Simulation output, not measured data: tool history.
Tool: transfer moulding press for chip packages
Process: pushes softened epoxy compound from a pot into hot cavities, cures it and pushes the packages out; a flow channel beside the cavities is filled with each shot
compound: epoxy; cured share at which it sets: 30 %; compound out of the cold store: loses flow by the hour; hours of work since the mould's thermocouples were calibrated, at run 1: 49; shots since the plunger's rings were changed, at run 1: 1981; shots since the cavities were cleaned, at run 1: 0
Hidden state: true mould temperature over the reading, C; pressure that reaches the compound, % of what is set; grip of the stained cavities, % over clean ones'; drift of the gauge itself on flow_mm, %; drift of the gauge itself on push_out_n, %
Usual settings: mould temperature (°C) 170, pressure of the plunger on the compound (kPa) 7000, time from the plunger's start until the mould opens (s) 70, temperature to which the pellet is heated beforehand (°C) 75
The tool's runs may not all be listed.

run,day,mould temperature (°C),pressure of the plunger on the compound (kPa),time from the plunger's start until the mould opens (s),temperature to which the pellet is heated beforehand (°C),hours of work since the mould's thermocouples were calibrated,shots since the plunger's rings were changed,shots since the cavities were cleaned,incoming compound's hours out of the cold store,length that the compound runs in the flow channel (mm),greatest force on the pins that push the packages out (N)
1,0.000,170,7000,70,75,49,1981,0,15.5,554,298
2,0.829,170,7000,70,76,58,2177,196,36.6,515,389
3,1.288,170,7000,70,76,63,2287,306,31.1,518,430
4,2.067,170,7000,70,76,71,2471,490,8.4,571,493
5,2.775,170,7000,80,76,79,2639,658,9.2,556,444
6,3.346,170,7000,70,75,85,2774,793,14.4,548,549
# day 4.129: cavities cleaned with cleaning compound and waxed
7,4.142,170,7000,70,75,93,2948,3,46.6,481,632
8,4.908,170,7000,70,74,101,3129,184,12.5,550,680
9,5.700,170,7000,70,74,110,3317,372,13.2,532,694
10,6.204,170,7000,70,74,115,3436,491,33.0,501,648
11,6.729,170,7000,70,74,121,3561,616,26.5,507,639
12,7.179,170,7000,70,74,126,3668,723,21.0,519,644
# day 7.733: cavities cleaned with cleaning compound and waxed, once more
13,7.888,170,7000,70,74,133,3820,36,46.8,478,306
14,8.638,170,6250,70,75,141,3998,214,17.2,498,414
15,9.400,163,6250,70,75,149,4179,395,34.3,475,740
16,10.200,172,6000,70,78,158,4369,585,30.0,457,466
17,10.854,172,6000,70,78,165,4523,739,45.6,422,471
18,11.267,170,6450,95,71,170,4621,837,25.1,484,431
# day 11.833: cavities cleaned with cleaning compound and waxed
19,11.833,166,6450,58,72,175,4741,0,13.4,512,662
20,12.275,170,6050,57,67,180,4845,104,17.3,475,627
21,12.700,170,6050,57,67,185,4946,205,22.7,467,692
22,13.075,170,6670,60,67,189,5034,293,44.5,455,604
23,13.612,170,6670,60,67,194,5162,421,44.0,456,641
24,14.321,170,6670,60,67,202,5330,589,8.5,514,792
25,14.696,162,7000,106,75,206,5419,678,11.5,533,441
26,15.467,162,7920,106,75,215,5601,860,35.1,530,465
27,15.842,174,7000,70,78,219,5690,949,40.0,454,480
# day 15.983: cavities cleaned with cleaning compound and waxed
28,16.321,168,8580,62,68,223,5789,80,41.6,524,503
29,17.050,176,7000,78,79,231,5962,253,18.6,493,311

Measured less the same run without the tool's hidden state. The same run-to-run variation is in both; the gauge's scatter may not be:
run,length that the compound runs in the flow channel (mm),greatest force on the pins that push the packages out (N)
1,-24,+3
2,-24,+96
3,-26,+138
4,-30,+195
5,-31,+194
6,-32,+252
7,-31,+355
8,-37,+375
9,-39,+382
10,-38,+350
11,-39,+349
12,-42,+344
13,-40,+22
14,-44,+108
15,-45,+262
16,-44,+195
17,-43,+214
18,-50,+204
19,-54,-16
20,-51,+88
21,-51,+160
22,-51,+175
23,-53,+229
24,-61,+320
25,-65,+194
26,-67,+219
27,-59,+229
28,-68,+50
29,-67,+91
